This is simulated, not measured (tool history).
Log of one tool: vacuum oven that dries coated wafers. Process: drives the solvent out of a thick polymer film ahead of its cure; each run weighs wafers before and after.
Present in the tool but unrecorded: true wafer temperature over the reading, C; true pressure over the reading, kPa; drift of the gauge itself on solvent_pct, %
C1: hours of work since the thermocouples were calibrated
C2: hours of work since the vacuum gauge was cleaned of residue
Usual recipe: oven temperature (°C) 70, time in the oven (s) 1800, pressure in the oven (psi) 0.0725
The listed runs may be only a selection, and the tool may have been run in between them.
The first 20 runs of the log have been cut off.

{"run": 21, "day": 34.867, "oven temperature (°C)": 83, "time in the oven (s)": 3060, "pressure in the oven (psi)": 0.1855, "C1": 403, "C2": 633, "solvent left in the film (%)": 0.47}
{"run": 22, "day": 35.875, "oven temperature (°C)": 83, "time in the oven (s)": 3060, "pressure in the oven (psi)": 0.1855, "C1": 415, "C2": 645, "solvent left in the film (%)": 0.43}
{"run": 23, "day": 38.079, "oven temperature (°C)": 74, "time in the oven (s)": 1800, "pressure in the oven (psi)": 0.1622, "C1": 442, "C2": 672, "solvent left in the film (%)": 1.26}
{"run": 24, "day": 39.462, "oven temperature (°C)": 67, "time in the oven (s)": 2760, "pressure in the oven (psi)": 0.1684, "C1": 458, "C2": 688, "solvent left in the film (%)": 1.31}
{"run": 25, "day": 41.704, "oven temperature (°C)": 68, "time in the oven (s)": 1560, "pressure in the oven (psi)": 0.1539, "C1": 486, "C2": 716, "solvent left in the film (%)": 2.96}
{"run": 26, "day": 43.7, "oven temperature (°C)": 70, "time in the oven (s)": 1200, "pressure in the oven (psi)": 0.2721, "C1": 510, "C2": 740, "solvent left in the film (%)": 4.2}
{"run": 27, "day": 44.875, "oven temperature (°C)": 78, "time in the oven (s)": 2700, "pressure in the oven (psi)": 0.2102, "C1": 524, "C2": 754, "solvent left in the film (%)": 0.66}
{"run": 28, "day": 46.571, "oven temperature (°C)": 70, "time in the oven (s)": 1800, "pressure in the oven (psi)": 0.0599, "C1": 545, "C2": 775, "solvent left in the film (%)": 1.59}
{"run": 29, "day": 47.967, "oven temperature (°C)": 67, "time in the oven (s)": 1800, "pressure in the oven (psi)": 0.0975, "C1": 562, "C2": 792, "solvent left in the film (%)": 2.38}
{"run": 30, "day": 49.746, "oven temperature (°C)": 67, "time in the oven (s)": 1800, "pressure in the oven (psi)": 0.0975, "C1": 583, "C2": 813, "solvent left in the film (%)": 2.32}
{"run": 31, "day": 51.362, "oven temperature (°C)": 70, "time in the oven (s)": 1800, "pressure in the oven (psi)": 0.1845, "C1": 603, "C2": 833, "solvent left in the film (%)": 2.03}
{"run": 32, "day": 52.804, "oven temperature (°C)": 60, "time in the oven (s)": 1260, "pressure in the oven (psi)": 0.1762, "C1": 620, "C2": 850, "solvent left in the film (%)": 7.01}
{"run": 33, "day": 53.812, "oven temperature (°C)": 60, "time in the oven (s)": 1260, "pressure in the oven (psi)": 0.1762, "C1": 632, "C2": 862, "solvent left in the film (%)": 7.08}
{"run": 34, "day": 55.196, "oven temperature (°C)": 56, "time in the oven (s)": 1440, "pressure in the oven (psi)": 0.0879, "C1": 649, "C2": 879, "solvent left in the film (%)": 7.29}
{"run": 35, "day": 56.504, "oven temperature (°C)": 56, "time in the oven (s)": 1440, "pressure in the oven (psi)": 0.0879, "C1": 665, "C2": 895, "solvent left in the film (%)": 7.25}
{"run": 36, "day": 57.546, "oven temperature (°C)": 83, "time in the oven (s)": 3000, "pressure in the oven (psi)": 0.066, "C1": 678, "C2": 908, "solvent left in the film (%)": 0.19}
{"day": 59.133, "done": "oven's thermocouples calibrated"}
{"run": 37, "day": 59.133, "oven temperature (°C)": 83, "time in the oven (s)": 3000, "pressure in the oven (psi)": 0.066, "C1": 0, "C2": 926, "solvent left in the film (%)": 0.22}

Here are 4 independent what-if runs from the current tool condition. What would each one return?
{"run": "A", "day": 60.675, "oven temperature (°C)": 85, "time in the oven (s)": 3000, "pressure in the oven (psi)": 0.066, "C1": 19, "C2": 945, "solvent left in the film (%)": "?"}
{"run": "B", "day": 60.675, "oven temperature (°C)": 76, "time in the oven (s)": 1800, "pressure in the oven (psi)": 0.1112, "C1": 19, "C2": 945, "solvent left in the film (%)": "?"}
{"run": "C", "day": 60.675, "oven temperature (°C)": 83, "time in the oven (s)": 1320, "pressure in the oven (psi)": 0.0376, "C1": 19, "C2": 945, "solvent left in the film (%)": "?"}
{"run": "D", "day": 60.675, "oven temperature (°C)": 72, "time in the oven (s)": 3000, "pressure in the oven (psi)": 0.0371, "C1": 19, "C2": 945, "solvent left in the film (%)": "?"}

run=A solvent_left_in_the_film_(%)=0.17
run=B solvent_left_in_the_film_(%)=0.96
run=C solvent_left_in_the_film_(%)=0.71
run=D solvent_left_in_the_film_(%)=0.38
What these runs would have given with no unlogged condition in the tool:
run=A solvent_left_in_the_film_(%)=0.13
run=B solvent_left_in_the_film_(%)=0.94
run=C solvent_left_in_the_film_(%)=0.69
run=D solvent_left_in_the_film_(%)=0.31
